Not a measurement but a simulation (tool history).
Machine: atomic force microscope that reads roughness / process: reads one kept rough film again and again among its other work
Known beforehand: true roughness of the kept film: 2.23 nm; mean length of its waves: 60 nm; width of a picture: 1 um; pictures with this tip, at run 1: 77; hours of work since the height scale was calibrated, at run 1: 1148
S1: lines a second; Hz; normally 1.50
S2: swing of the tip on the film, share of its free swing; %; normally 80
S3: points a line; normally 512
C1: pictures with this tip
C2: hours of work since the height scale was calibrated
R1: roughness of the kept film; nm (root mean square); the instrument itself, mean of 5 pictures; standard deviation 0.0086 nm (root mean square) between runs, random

run	hour	S1	S2	S3	C1	C2	R1
1	0.0	1.50	80	512	77	1148	1.887
2	60.9	1.50	80	512	156	1190	1.853
# hour 84.3: new tip fitted
3	100.4	1.50	80	512	21	1218	1.900
4	158.4	1.63	80	512	96	1259	1.843
5	208.8	1.50	80	512	162	1294	1.844
# hour 229.9: new tip fitted
6	263.9	1.50	80	512	45	1333	1.880
7	315.0	1.50	80	512	111	1369	1.878
8	362.8	1.50	80	512	173	1402	1.860
# hour 370.1: height scale calibrated on a step standard
# hour 376.7: new tip fitted
9	422.1	1.50	80	512	59	36	1.882
10	493.3	1.50	80	877	152	86	1.846
# hour 517.5: new tip fitted
# hour 548.5: height scale calibrated on a step standard, once more
11	558.9	1.49	83	512	52	7	1.858
12	621.1	0.51	74	433	133	51	2.077
# hour 661.4: new tip fitted
13	694.3	1.87	80	269	43	102	1.830
14	728.3	1.87	80	269	87	126	1.812
15	800.2	1.87	80	269	181	177	1.788
# hour 807.3: new tip fitted
16	866.0	2.00	74	357	77	223	1.882
17	911.4	2.00	74	357	136	255	1.873
# hour 951.0: new tip fitted
18	961.2	0.82	70	933	13	289	2.094
19	1036.0	1.10	80	512	110	342	1.927
# hour 1096.7: new tip fitted
20	1109.1	1.10	80	512	16	393	1.983

Here are 5 independent what-if runs from the current tool condition. What would each one return?
A	1168.5	1.50	61	431	94	435	?
B	1168.5	1.57	89	493	94	435	?
C	1168.5	1.10	80	271	94	435	?
D	1168.5	1.10	71	512	94	435	?
E	1168.5	2.27	80	413	94	435	?

run	R1
A	2.046
B	1.731
C	1.953
D	2.020
E	1.746
Without the tool's unlogged condition, the same runs would have read:
run	R1
A	2.080
B	1.760
C	1.986
D	2.054
E	1.775
